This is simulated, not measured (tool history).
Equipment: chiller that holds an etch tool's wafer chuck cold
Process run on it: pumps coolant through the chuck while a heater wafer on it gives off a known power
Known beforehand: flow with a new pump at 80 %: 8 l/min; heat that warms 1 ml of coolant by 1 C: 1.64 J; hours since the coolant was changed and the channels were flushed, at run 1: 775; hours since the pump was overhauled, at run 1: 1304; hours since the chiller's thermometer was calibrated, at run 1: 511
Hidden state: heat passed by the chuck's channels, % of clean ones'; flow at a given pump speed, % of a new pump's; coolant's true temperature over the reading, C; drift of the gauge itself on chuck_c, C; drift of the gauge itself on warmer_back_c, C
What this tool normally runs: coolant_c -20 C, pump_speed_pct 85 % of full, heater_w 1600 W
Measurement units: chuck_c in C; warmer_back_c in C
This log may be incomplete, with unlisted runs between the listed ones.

run    hour  coolant_c  pump_speed_pct  heater_w  hours since the coolant was changed and the channels were flushed  hours since the pump was overhauled  hours since the chiller's thermometer was calibrated  chuck_c  warmer_back_c
  1     0.0        -20              85      1600                                                                775                                 1304                                                   511     -7.6           6.88
  2    46.6        -20              85      1600                                                                822                                 1350                                                   558     -7.6           6.82
  3    93.6        -20              85      1600                                                                869                                 1397                                                   605     -7.7           6.83
  4   116.6        -17              85      1600                                                                892                                 1420                                                   628     -4.6           6.82
  5   149.4        -20              63      1600                                                                925                                 1453                                                   660     -5.1           9.33
  6   170.7        -20              85      1600                                                                946                                 1474                                                   682     -7.7           6.84
  7   202.2        -20              85       974                                                                978                                 1506                                                   713    -12.6           4.17
  8   227.7        -20              85      1600                                                               1003                                 1531                                                   739     -7.5           6.82
  9   249.7        -20              85      1600                                                               1025                                 1553                                                   761     -7.5           6.84
 10   277.2        -22              85      1600                                                               1053                                 1581                                                   788     -9.6           6.88
 11   320.6        -20              85      1600                                                               1096                                 1624                                                   832     -7.7           6.80
 12   361.2        -20              85      1600                                                               1137                                 1665                                                   872     -7.6           6.80
 13   401.8        -20              92      1600                                                               1177                                 1705                                                   913     -8.2           6.25
 14   437.2        -20              85      1600                                                               1213                                 1741                                                   948     -7.9           6.76
 15   458.2        -20              85      1600                                                               1234                                 1762                                                   969     -7.6           6.74
 16   479.8        -20              85      1600                                                               1255                                 1783                                                   991     -7.5           6.82
 17   519.8        -16              63       921                                                               1295                                 1823                                                  1031     -7.4           5.28
 18   548.1        -16              63       921                                                               1323                                 1852                                                  1059     -7.1           5.21
 19   575.2        -15              79       921                                                               1351                                 1879                                                  1086     -7.5           4.17
 20   609.9        -26              65       921                                                               1385                                 1913                                                  1121    -17.5           5.11
 21   640.4        -20              70      1085                                                               1416                                 1944                                                  1151    -10.4           5.59
 22   685.3        -20              78      1406                                                               1461                                 1989                                                  1196     -8.4           6.50
 23   714.1        -23              85      1600                                                               1490                                 2018                                                  1225    -10.6           6.67
 24   760.4        -23              63      1201                                                               1536                                 2064                                                  1271    -11.7           6.90
 25   801.5        -23              63      1201                                                               1577                                 2105                                                  1313    -11.7           6.75
      810.2  -- gauge calibrated
 26   849.1        -14              85      2070                                                               1624                                 2153                                                  1360      2.0           8.91
 27   868.6        -14              85      2070                                                               1644                                 2172                                                  1380      1.9           8.93
 28   910.8        -14              85      2070                                                               1686                                 2214                                                  1422      2.0           8.82
 29   948.6        -14              85      2070                                                               1724                                 2252                                                  1460      1.9           8.89
 30   977.0        -14              85      2070                                                               1752                                 2281                                                  1488      2.0           8.85
 31  1010.8        -14              79      2070                                                               1786                                 2314                                                  1522      2.7           9.53
 32  1032.9        -14              79      2070                                                               1808                                 2336                                                  1544      2.8           9.60

Describe how what the log doesn't record of the tool's condition differs between the last listed run preceding each entry between runs and the first listed run following it.
Logged between run 25 and run 26: gauge calibrated (hour 810.2)
  drift of the gauge itself on warmer_back_c, C: -0.21 -> -0.01
  measured less the result without the state, warmer_back_c: -0.21 -> +0.00 C

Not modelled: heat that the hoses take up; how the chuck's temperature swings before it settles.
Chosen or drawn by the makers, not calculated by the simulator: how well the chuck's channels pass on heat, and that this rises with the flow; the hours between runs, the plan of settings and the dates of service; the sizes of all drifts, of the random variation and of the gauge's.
